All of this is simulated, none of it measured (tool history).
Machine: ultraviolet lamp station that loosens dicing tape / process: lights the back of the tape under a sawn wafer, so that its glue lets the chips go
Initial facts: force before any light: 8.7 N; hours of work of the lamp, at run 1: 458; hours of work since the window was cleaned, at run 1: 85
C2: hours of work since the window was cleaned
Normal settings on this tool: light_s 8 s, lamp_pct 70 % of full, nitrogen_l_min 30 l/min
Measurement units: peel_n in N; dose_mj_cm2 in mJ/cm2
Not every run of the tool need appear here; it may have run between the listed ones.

Run 1, day 0: usual settings; hours of work of the lamp 458; C2 85. Result: peel_n 1 N, dose_mj_cm2 196 mJ/cm2.
Run 2, day 1.338: usual settings but light_s 6 s; hours of work of the lamp 483; C2 110. Result: peel_n 1.701 N, dose_mj_cm2 148 mJ/cm2.
Run 3, day 2.067: usual settings; hours of work of the lamp 496; C2 123. Result: peel_n 1.02 N, dose_mj_cm2 190 mJ/cm2.
Run 4, day 2.9: usual settings; hours of work of the lamp 512; C2 138. Result: peel_n 1.003 N, dose_mj_cm2 194 mJ/cm2.
Run 5, day 4.417: usual settings; hours of work of the lamp 540; C2 166. Result: peel_n 1.053 N, dose_mj_cm2 191 mJ/cm2.
Run 6, day 5.171: usual settings; hours of work of the lamp 554; C2 180. Result: peel_n 1.073 N, dose_mj_cm2 188 mJ/cm2.
Run 7, day 5.888: usual settings; hours of work of the lamp 567; C2 194. Result: peel_n 1.088 N, dose_mj_cm2 187 mJ/cm2.
Run 8, day 7.367: usual settings but light_s 14 s; hours of work of the lamp 594; C2 221. Result: peel_n 0.357 N, dose_mj_cm2 318 mJ/cm2.
Run 9, day 8.421: usual settings but light_s 14 s; hours of work of the lamp 614; C2 240. Result: peel_n 0.367 N, dose_mj_cm2 318 mJ/cm2.
Run 10, day 9.154: usual settings; hours of work of the lamp 627; C2 254. Result: peel_n 1.161 N, dose_mj_cm2 178 mJ/cm2.
Run 11, day 10.383: usual settings; hours of work of the lamp 650; C2 276. Result: peel_n 1.155 N, dose_mj_cm2 177 mJ/cm2.
Run 12, day 11.875: usual settings; hours of work of the lamp 677; C2 304. Result: peel_n 1.195 N, dose_mj_cm2 173 mJ/cm2.
Run 13, day 12.725: usual settings; hours of work of the lamp 693; C2 320. Result: peel_n 1.266 N, dose_mj_cm2 177 mJ/cm2.
Run 14, day 13.612: usual settings but lamp_pct 74 % of full; hours of work of the lamp 709; C2 336. Result: peel_n 1.158 N, dose_mj_cm2 184 mJ/cm2.
Run 15, day 14.9: usual settings but nitrogen_l_min 14 l/min; hours of work of the lamp 733; C2 360. Result: peel_n 1.897 N, dose_mj_cm2 171 mJ/cm2.
Run 16, day 15.875: usual settings but light_s 10 s; hours of work of the lamp 751; C2 378. Result: peel_n 0.889 N, dose_mj_cm2 213 mJ/cm2.
Run 17, day 16.708: usual settings but light_s 5 s; hours of work of the lamp 766; C2 393. Result: peel_n 2.619 N, dose_mj_cm2 102 mJ/cm2.
At day 16.854: window cleaned of glue's vapour.
Run 18, day 17.358: usual settings but light_s 5 s; hours of work of the lamp 778; C2 9. Result: peel_n 2.81 N, dose_mj_cm2 101 mJ/cm2.
Run 19, day 18.192: usual settings but lamp_pct 74 % of full; hours of work of the lamp 793; C2 25. Result: peel_n 1.343 N, dose_mj_cm2 163 mJ/cm2.
Run 20, day 19.667: usual settings but light_s 5 s, lamp_pct 77 % of full; hours of work of the lamp 820; C2 52. Result: peel_n 2.444 N, dose_mj_cm2 107 mJ/cm2.
Run 21, day 20.675: usual settings but light_s 5 s, lamp_pct 77 % of full; hours of work of the lamp 839; C2 70. Result: peel_n 2.514 N, dose_mj_cm2 106 mJ/cm2.
Run 22, day 22.208: usual settings but light_s 6 s, nitrogen_l_min 24 l/min; hours of work of the lamp 867; C2 99. Result: peel_n 2.555 N, dose_mj_cm2 110 mJ/cm2.
Run 23, day 23.196: usual settings but light_s 6 s, lamp_pct 65 % of full, nitrogen_l_min 11 l/min; hours of work of the lamp 886; C2 117. Result: peel_n 3.584 N, dose_mj_cm2 101 mJ/cm2.
Run 24, day 23.85: usual settings but light_s 15 s, lamp_pct 68 % of full, nitrogen_l_min 13 l/min; hours of work of the lamp 898; C2 129. Result: peel_n 0.858 N, dose_mj_cm2 267 mJ/cm2.
Run 25, day 24.538: usual settings but light_s 13 s, lamp_pct 66 % of full, nitrogen_l_min 20 l/min; hours of work of the lamp 910; C2 142. Result: peel_n 0.95 N, dose_mj_cm2 222 mJ/cm2.
At day 25.617: window cleaned of glue's vapour, once more.
Run 26, day 25.958: usual settings but light_s 13 s, lamp_pct 66 % of full, nitrogen_l_min 20 l/min; hours of work of the lamp 936; C2 6. Result: peel_n 0.69 N, dose_mj_cm2 266 mJ/cm2.
Run 27, day 26.933: usual settings but light_s 5 s, lamp_pct 100 % of full, nitrogen_l_min 13 l/min; hours of work of the lamp 954; C2 24. Result: peel_n 2.19 N, dose_mj_cm2 155 mJ/cm2.
Run 28, day 27.912: usual settings but light_s 5 s, lamp_pct 75 % of full, nitrogen_l_min 9 l/min; hours of work of the lamp 972; C2 42. Result: peel_n 3.44 N, dose_mj_cm2 112 mJ/cm2.
Run 29, day 29.354: usual settings but light_s 14 s, lamp_pct 88 % of full, nitrogen_l_min 10 l/min; hours of work of the lamp 999; C2 69. Result: peel_n 0.553 N, dose_mj_cm2 371 mJ/cm2.
Run 30, day 30.004: usual settings but lamp_pct 95 % of full, nitrogen_l_min 16 l/min; hours of work of the lamp 1011; C2 81. Result: peel_n 1.074 N, dose_mj_cm2 221 mJ/cm2.
Run 31, day 30.883: usual settings but light_s 16 s, lamp_pct 60 % of full, nitrogen_l_min 20 l/min; hours of work of the lamp 1027; C2 97. Result: peel_n 0.61 N, dose_mj_cm2 282 mJ/cm2.
Run 32, day 32.342: usual settings but light_s 16 s, lamp_pct 60 % of full, nitrogen_l_min 20 l/min; hours of work of the lamp 1054; C2 124. Result: peel_n 0.63 N, dose_mj_cm2 282 mJ/cm2.

How would selected steps in peel_n from run to run divide? Give the signed amount a tool lacking its hidden state would still show from settings, what came in and random variation, and the signed amount left for the hidden state, including any gauge scatter that is not in both of the compared results.
Hidden state at play: lamp's light, % of a new lamp's; light that the window lets through, % of a clean one's; drift of the gauge itself on peel_n, %; drift of the gauge itself on dose_mj_cm2, %.
Run 16 -> 17: light_s 10 -> 5. peel_n +1.73 N: hidden state +0.489, all else +1.241.
Run 23 -> 24: light_s 6 -> 15, lamp_pct 65 -> 68, nitrogen_l_min 11 -> 13. peel_n -2.726 N: hidden state -0.825, all else -1.901.
Run 28 -> 29: light_s 5 -> 14, lamp_pct 75 -> 88, nitrogen_l_min 9 -> 10. peel_n -2.887 N: hidden state -0.662, all else -2.225.

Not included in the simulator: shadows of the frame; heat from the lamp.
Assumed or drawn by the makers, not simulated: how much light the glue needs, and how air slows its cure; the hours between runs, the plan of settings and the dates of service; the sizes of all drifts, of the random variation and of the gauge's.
